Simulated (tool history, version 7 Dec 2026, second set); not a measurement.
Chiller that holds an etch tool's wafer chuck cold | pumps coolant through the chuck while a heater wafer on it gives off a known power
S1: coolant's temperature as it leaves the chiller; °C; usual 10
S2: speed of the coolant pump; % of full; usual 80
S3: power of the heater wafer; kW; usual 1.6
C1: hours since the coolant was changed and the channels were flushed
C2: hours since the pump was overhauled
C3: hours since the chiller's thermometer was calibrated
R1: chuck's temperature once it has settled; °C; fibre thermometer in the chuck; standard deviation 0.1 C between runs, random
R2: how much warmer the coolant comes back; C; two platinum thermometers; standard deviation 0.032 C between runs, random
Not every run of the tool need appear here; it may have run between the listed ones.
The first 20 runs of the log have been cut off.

{"run": 21, "day": 28.2, "S1": 15, "S2": 70, "S3": 0.953, "C1": 2653, "C2": 1625, "C3": 165, "R1": 27.2, "R2": 2.58}
{"run": 22, "day": 29.067, "S1": 15, "S2": 68, "S3": 0.953, "C1": 2674, "C2": 1646, "C3": 185, "R1": 27.5, "R2": 2.72}
{"run": 23, "day": 30.221, "S1": 15, "S2": 68, "S3": 0.953, "C1": 2702, "C2": 1674, "C3": 213, "R1": 27.5, "R2": 2.71}
{"run": 24, "day": 31.346, "S1": 15, "S2": 68, "S3": 0.953, "C1": 2729, "C2": 1701, "C3": 240, "R1": 27.5, "R2": 2.74}
{"day": 32.079, "done": "chiller's thermometer calibrated, once more"}
{"run": 25, "day": 32.204, "S1": 15, "S2": 68, "S3": 0.953, "C1": 2748, "C2": 1720, "C3": 3, "R1": 27.8, "R2": 2.81}
{"run": 26, "day": 34.092, "S1": 1, "S2": 67, "S3": 2.372, "C1": 2793, "C2": 1766, "C3": 48, "R1": 33, "R2": 6.96}
{"run": 27, "day": 35.108, "S1": 13, "S2": 99, "S3": 1.6, "C1": 2818, "C2": 1790, "C3": 73, "R1": 28.6, "R2": 3.13}
{"run": 28, "day": 35.921, "S1": 16, "S2": 99, "S3": 1.779, "C1": 2837, "C2": 1810, "C3": 92, "R1": 33.6, "R2": 3.54}
{"run": 29, "day": 37.133, "S1": 18, "S2": 61, "S3": 2.207, "C1": 2866, "C2": 1839, "C3": 121, "R1": 50.1, "R2": 7.14}
{"run": 30, "day": 38.658, "S1": 7, "S2": 61, "S3": 2.207, "C1": 2903, "C2": 1875, "C3": 158, "R1": 39.1, "R2": 7.1}
{"run": 31, "day": 40.521, "S1": 12, "S2": 92, "S3": 2.076, "C1": 2948, "C2": 1920, "C3": 203, "R1": 33.6, "R2": 4.41}
{"run": 32, "day": 41.704, "S1": 19, "S2": 80, "S3": 1.194, "C1": 2976, "C2": 1948, "C3": 231, "R1": 32.9, "R2": 2.95}

Predict each of these 4 candidate next runs independently; none follows another, all start after run 32:
{"run": "A", "day": 42.946, "S1": 5, "S2": 72, "S3": 1.369, "C1": 3006, "C2": 1978, "C3": 261, "R1": "?", "R2": "?"}
{"run": "B", "day": 42.946, "S1": 13, "S2": 80, "S3": 1.194, "C1": 3006, "C2": 1978, "C3": 261, "R1": "?", "R2": "?"}
{"run": "C", "day": 42.946, "S1": 2, "S2": 66, "S3": 1.622, "C1": 3006, "C2": 1978, "C3": 261, "R1": "?", "R2": "?"}
{"run": "D", "day": 42.946, "S1": 10, "S2": 77, "S3": 1.6, "C1": 3006, "C2": 1978, "C3": 261, "R1": "?", "R2": "?"}

run=A R1=22.4 R2=3.72
run=B R1=26.9 R2=2.94
run=C R1=24.2 R2=4.78
run=D R1=29.2 R2=4.1
With the hidden condition removed and each run's random variation left untouched, the same runs would have given:
run=A R1=21.7 R2=3.65
run=B R1=26.3 R2=2.89
run=C R1=23.2 R2=4.69
run=D R1=28.4 R2=4.02
